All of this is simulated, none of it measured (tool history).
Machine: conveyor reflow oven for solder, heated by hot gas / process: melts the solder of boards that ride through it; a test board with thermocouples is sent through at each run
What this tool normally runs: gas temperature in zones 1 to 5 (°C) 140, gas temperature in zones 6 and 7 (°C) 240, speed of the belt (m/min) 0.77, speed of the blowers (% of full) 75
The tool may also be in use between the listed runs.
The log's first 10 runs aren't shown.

run	hour	gas temperature in zones 1 to 5 (°C)	gas temperature in zones 6 and 7 (°C)	speed of the belt (m/min)	speed of the blowers (% of full)	hours of work since the flux was cleaned out	hours of work since the belt drive was overhauled	hours of work since the thermocouples were changed	highest temperature of the board (°C)	time above the solder's melting point (s)
11	418.9	140	240	0.77	54	410	939	330	218.6	35.7
12	448.1	140	240	0.77	75	431	960	351	223.6	37.7
# hour 463: flux residue cleaned out of gas plates and filters
13	487.9	140	240	0.702	75	18	985	376	227.2	43.7
14	516.8	140	240	0.702	75	39	1006	397	226.2	43.3
15	561.1	140	240	0.81	75	71	1038	429	222.1	35.4
16	606.2	140	240	0.81	75	103	1070	461	221.9	35.7
17	658	140	243	0.652	87	141	1107	499	233.9	49.5
# hour 702.8: belt drive overhauled, speed set with a stopwatch
18	717.2	127	228	0.652	87	180	10	538	217.2	40.8
19	775	140	237	0.666	56	222	52	580	220.5	44.1
20	837	147	240	0.77	84	267	97	625	225.3	41.1
21	892.2	147	246	0.77	88	307	137	665	232.8	42.7
22	926.7	152	240	0.77	53	331	161	689	222.5	39.7
23	954.2	152	254	0.77	57	351	181	709	233.9	44.6
24	988	152	254	0.77	57	376	206	734	233.1	45
25	1015.2	152	254	0.77	57	395	225	753	233.7	45.1
26	1050.1	137	235	0.77	57	420	250	778	214.5	33.2
# hour 1082.6: flux residue cleaned out of gas plates and filters
27	1099.7	136	251	0.77	57	12	283	811	227.8	39.1
28	1153.5	140	250	0.77	51	51	321	849	225.9	39
29	1202	140	229	0.77	51	86	356	884	209	30.4
30	1261.2	147	233	0.77	51	129	399	927	214.3	35.2
31	1310.4	155	237	0.77	69	164	434	963	222.1	41.7

Each row is a separate what-if for the run after 31, all from the same tool condition, not one after another. Results?
A	1352.5	129	235	0.724	69	195	465	993	?	?
B	1352.5	133	240	0.77	75	195	465	993	?	?
C	1352.5	142	237	0.707	80	195	465	993	?	?

run	highest temperature of the board (°C)	time above the solder's melting point (s)
A	220.2	36
B	222.7	36.2
C	224.9	41.8
What these runs would have given with no unlogged condition in the tool:
run	highest temperature of the board (°C)	time above the solder's melting point (s)
A	220.3	36
B	222.8	36.2
C	225	41.9
